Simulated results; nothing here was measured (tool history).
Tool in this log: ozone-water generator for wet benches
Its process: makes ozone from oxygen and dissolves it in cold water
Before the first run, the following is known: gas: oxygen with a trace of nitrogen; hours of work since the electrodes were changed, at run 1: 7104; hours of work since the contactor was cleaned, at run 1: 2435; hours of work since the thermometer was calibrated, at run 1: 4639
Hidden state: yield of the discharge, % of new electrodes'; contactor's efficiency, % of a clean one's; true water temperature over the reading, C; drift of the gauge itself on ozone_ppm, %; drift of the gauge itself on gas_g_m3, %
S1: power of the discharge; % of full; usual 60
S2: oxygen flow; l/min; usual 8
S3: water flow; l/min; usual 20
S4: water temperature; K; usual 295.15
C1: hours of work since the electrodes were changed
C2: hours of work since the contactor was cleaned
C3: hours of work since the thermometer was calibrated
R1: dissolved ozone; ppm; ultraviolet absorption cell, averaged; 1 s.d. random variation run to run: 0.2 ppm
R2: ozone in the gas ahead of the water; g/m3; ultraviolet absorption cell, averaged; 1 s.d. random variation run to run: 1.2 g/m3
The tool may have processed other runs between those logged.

Run 1, hour 0: usual settings; C1 7104; C2 2435; C3 4639. Result: R1 23.9 ppm, R2 183.7 g/m3.
Run 2, hour 110.1: usual settings; C1 7213; C2 2543; C3 4748. Result: R1 23.6 ppm, R2 182.4 g/m3.
Run 3, hour 236.1: usual settings; C1 7337; C2 2667; C3 4872. Result: R1 23.5 ppm, R2 181.3 g/m3.
Run 4, hour 340.6: usual settings; C1 7440; C2 2770; C3 4975. Result: R1 24 ppm, R2 182.1 g/m3.
Run 5, hour 451.4: usual settings; C1 7549; C2 2879; C3 5084. Result: R1 23.6 ppm, R2 181 g/m3.
Run 6, hour 561.9: usual settings; C1 7658; C2 2988; C3 5193. Result: R1 23.8 ppm, R2 181.7 g/m3.
Run 7, hour 659.7: usual settings; C1 7754; C2 3084; C3 5289. Result: R1 23.2 ppm, R2 181.9 g/m3.
Run 8, hour 818: usual settings but S4 293.15 K; C1 7910; C2 3240; C3 5445. Result: R1 24.4 ppm, R2 180.6 g/m3.
Run 9, hour 1005.4: usual settings but S4 293.15 K; C1 8094; C2 3425; C3 5629. Result: R1 24 ppm, R2 178.9 g/m3.
Run 10, hour 1165.2: usual settings; C1 8252; C2 3582; C3 5787. Result: R1 23 ppm, R2 177.3 g/m3.
At hour 1180.9: contactor cleaned.
At hour 1276.4: water thermometer calibrated.
Run 11, hour 1369.9: usual settings; C1 8449; C2 186; C3 92. Result: R1 22.6 ppm, R2 177.6 g/m3.
Run 12, hour 1552: usual settings; C1 8628; C2 365; C3 271. Result: R1 22.7 ppm, R2 175.5 g/m3.
Run 13, hour 1699.2: usual settings; C1 8773; C2 510; C3 416. Result: R1 22.6 ppm, R2 176.6 g/m3.
Run 14, hour 1829.5: usual settings; C1 8902; C2 638; C3 545. Result: R1 22.2 ppm, R2 177.7 g/m3.
Run 15, hour 2025.6: usual settings; C1 9095; C2 831; C3 738. Result: R1 22.1 ppm, R2 174.9 g/m3.
At hour 2101.2: contactor cleaned, once more.
Run 16, hour 2122.4: usual settings; C1 9186; C2 21; C3 829. Result: R1 23.9 ppm, R2 176.8 g/m3.
Run 17, hour 2231: usual settings; C1 9293; C2 128; C3 936. Result: R1 23.3 ppm, R2 174.3 g/m3.
Run 18, hour 2353.8: usual settings but S1 97 % of full, S2 9.44 l/min, S3 17 l/min, S4 293.15 K; C1 9414; C2 249; C3 1057. Result: R1 35.5 ppm, R2 217.7 g/m3.
Run 19, hour 2546.7: usual settings but S2 9.5 l/min, S3 13 l/min; C1 9604; C2 439; C3 1247. Result: R1 26.6 ppm, R2 154.2 g/m3.
At hour 2673.1: electrodes of the discharge changed.
Run 20, hour 2697.4: usual settings but S2 9.5 l/min, S3 13 l/min; C1 24; C2 581; C3 1389. Result: R1 31.9 ppm, R2 183.6 g/m3.
Run 21, hour 2781.3: usual settings but S2 9.5 l/min, S3 13 l/min; C1 107; C2 664; C3 1472. Result: R1 31.7 ppm, R2 184.4 g/m3.
Run 22, hour 2883.9: usual settings but S2 9.5 l/min, S3 13 l/min; C1 208; C2 765; C3 1573. Result: R1 31.5 ppm, R2 182.6 g/m3.
Run 23, hour 3070.3: usual settings but S1 80 % of full, S2 4.25 l/min, S3 27 l/min; C1 391; C2 948; C3 1757. Result: R1 32 ppm, R2 412.4 g/m3.
Run 24, hour 3226.2: usual settings but S1 80 % of full, S2 6.16 l/min, S4 299.15 K; C1 545; C2 1102; C3 1910. Result: R1 34.7 ppm, R2 318.1 g/m3.
Run 25, hour 3335: usual settings but S1 41 % of full, S2 11.11 l/min, S3 14 l/min, S4 292.15 K; C1 652; C2 1209; C3 2017. Result: R1 22.1 ppm, R2 119.5 g/m3.
Run 26, hour 3439.3: usual settings but S1 71 % of full; C1 755; C2 1312; C3 2120. Result: R1 31.2 ppm, R2 236.2 g/m3.
Run 27, hour 3585.2: usual settings but S1 78 % of full, S3 29 l/min; C1 898; C2 1455; C3 2264. Result: R1 27.1 ppm, R2 257.1 g/m3.
Run 28, hour 3673.3: usual settings but S1 45 % of full, S2 11.6 l/min; C1 985; C2 1542; C3 2351. Result: R1 18.5 ppm, R2 123.5 g/m3.
Run 29, hour 3817.2: usual settings but S1 45 % of full, S2 11.6 l/min; C1 1127; C2 1684; C3 2492. Result: R1 18.6 ppm, R2 124.2 g/m3.
Run 30, hour 3917: usual settings but S1 66 % of full, S2 11.6 l/min, S3 22 l/min; C1 1225; C2 1782; C3 2590. Result: R1 24.6 ppm, R2 170.9 g/m3.
Run 31, hour 4006.7: usual settings but S2 4.16 l/min, S3 29 l/min; C1 1313; C2 1870; C3 2679. Result: R1 23 ppm, R2 320.6 g/m3.
Run 32, hour 4106.6: usual settings but S2 4.16 l/min, S3 29 l/min; C1 1412; C2 1969; C3 2777. Result: R1 23 ppm, R2 322.3 g/m3.
Run 33, hour 4295.6: usual settings but S2 8.77 l/min, S3 22 l/min, S4 288.15 K; C1 1598; C2 2155; C3 2963. Result: R1 28 ppm, R2 191.1 g/m3.

Subtracting, for every run, the result it would have given without the tool's unlogged condition from the measured result gives the following. The same run-to-run variation enters both numbers; the gauge's scatter may not:
run     R1     R2
  1   -4.2  -25.1
  2   -4.3  -25.2
  3   -4.4  -25.6
  4   -4.5  -26.2
  5   -4.5  -26.6
  6   -4.6    -27
  7   -4.7  -27.5
  8   -5.1    -28
  9   -5.2  -28.4
 10     -5  -28.8
 11   -5.3  -29.7
 12   -5.5  -30.2
 13   -5.6  -31.1
 14   -5.7  -31.6
 15   -5.8  -31.9
 16   -4.6  -32.6
 17   -4.6  -32.9
 18  -10.3  -61.5
 19   -5.5  -30.1
 20   -0.3   +0.2
 21   -0.4     +0
 22   -0.5   -0.3
 23   -0.8   -2.5
 24   -0.9   -2.9
 25   -0.5   -0.7
 26   -1.1   -2.8
 27   -1.1   -4.1
 28   -0.6   -1.3
 29   -0.8   -1.4
 30   -1.2   -3.4
 31   -1.1   -6.3
 32   -1.3   -6.9
 33   -1.6   -4.6

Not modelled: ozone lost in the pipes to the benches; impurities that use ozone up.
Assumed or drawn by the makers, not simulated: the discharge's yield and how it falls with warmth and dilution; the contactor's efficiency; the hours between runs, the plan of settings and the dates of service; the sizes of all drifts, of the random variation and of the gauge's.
